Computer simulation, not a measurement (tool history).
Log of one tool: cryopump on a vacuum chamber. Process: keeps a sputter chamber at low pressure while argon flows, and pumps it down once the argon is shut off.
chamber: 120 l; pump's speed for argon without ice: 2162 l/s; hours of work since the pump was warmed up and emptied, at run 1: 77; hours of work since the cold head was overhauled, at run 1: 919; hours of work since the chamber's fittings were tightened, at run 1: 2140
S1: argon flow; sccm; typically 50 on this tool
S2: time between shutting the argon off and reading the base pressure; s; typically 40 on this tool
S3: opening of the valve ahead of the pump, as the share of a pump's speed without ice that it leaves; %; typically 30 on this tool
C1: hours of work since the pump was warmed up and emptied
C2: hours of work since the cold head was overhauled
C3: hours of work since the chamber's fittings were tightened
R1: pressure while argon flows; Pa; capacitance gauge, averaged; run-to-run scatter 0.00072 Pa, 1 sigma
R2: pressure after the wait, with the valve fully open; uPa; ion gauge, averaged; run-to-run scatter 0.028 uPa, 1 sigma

Run 1, hour 0.0: usual settings; C1 77; C2 919; C3 2140. Result: R1 0.1326 Pa, R2 1.67 uPa.
Run 2, hour 31.5: usual settings; C1 102; C2 945; C3 2165. Result: R1 0.1334 Pa, R2 1.69 uPa.
Run 3, hour 67.3: usual settings; C1 131; C2 974; C3 2194. Result: R1 0.1356 Pa, R2 1.69 uPa.
Run 4, hour 104.8: usual settings; C1 161; C2 1004; C3 2225. Result: R1 0.1348 Pa, R2 1.75 uPa.
Run 5, hour 121.4: usual settings but S2 25 s; C1 175; C2 1018; C3 2238. Result: R1 0.1362 Pa, R2 2.39 uPa.
Run 6, hour 156.3: usual settings but S2 25 s; C1 203; C2 1046; C3 2267. Result: R1 0.1359 Pa, R2 2.45 uPa.
Run 7, hour 173.5: usual settings but S2 25 s; C1 217; C2 1060; C3 2280. Result: R1 0.1382 Pa, R2 2.42 uPa.
Run 8, hour 196.5: usual settings but S2 25 s; C1 236; C2 1078; C3 2299. Result: R1 0.1384 Pa, R2 2.41 uPa.
Run 9, hour 229.7: usual settings but S2 25 s; C1 263; C2 1105; C3 2326. Result: R1 0.1382 Pa, R2 2.56 uPa.
Run 10, hour 252.6: usual settings but S2 25 s, S3 27 %; C1 281; C2 1124; C3 2345. Result: R1 0.1541 Pa, R2 2.50 uPa.
Run 11, hour 279.3: usual settings but S1 23 sccm, S2 25 s, S3 52 %; C1 303; C2 1145; C3 2366. Result: R1 0.0396 Pa, R2 2.44 uPa.
Run 12, hour 301.4: usual settings but S1 23 sccm, S2 25 s, S3 52 %; C1 321; C2 1163; C3 2384. Result: R1 0.0389 Pa, R2 2.49 uPa.
Run 13, hour 338.0: usual settings but S1 76 sccm, S2 121 s, S3 33 %; C1 350; C2 1193; C3 2414. Result: R1 0.1978 Pa, R2 1.11 uPa.
Run 14, hour 363.9: usual settings but S1 46 sccm, S2 273 s, S3 36 %; C1 371; C2 1214; C3 2435. Result: R1 0.1117 Pa, R2 0.93 uPa.
Run 15, hour 395.0: usual settings but S2 180 s, S3 56 %; C1 396; C2 1239; C3 2460. Result: R1 0.0845 Pa, R2 1.01 uPa.
At hour 421.5: pump warmed up, emptied and cooled again.
Run 16, hour 421.7: usual settings but S2 180 s, S3 56 %; C1 0; C2 1257; C3 2477. Result: R1 0.0704 Pa, R2 0.80 uPa.
Run 17, hour 440.1: usual settings but S2 107 s, S3 17 %; C1 15; C2 1272; C3 2492. Result: R1 0.2313 Pa, R2 1.02 uPa.
Run 18, hour 473.6: usual settings but S2 157 s, S3 23 %; C1 42; C2 1299; C3 2519. Result: R1 0.1718 Pa, R2 0.87 uPa.

Run 19 is up next; what results do you expect?
Run 19, hour 499.3: usual settings but S1 92 sccm, S2 30 s, S3 47 %; C1 63; C2 1319; C3 2540. Result: R1 ?, R2 ?.

R1: 0.1578 Pa
R2: 2.14 uPa
If the tool had no hidden condition, the same run with the same run-to-run variation would have returned R1 0.1532 Pa, R2 1.67 uPa.
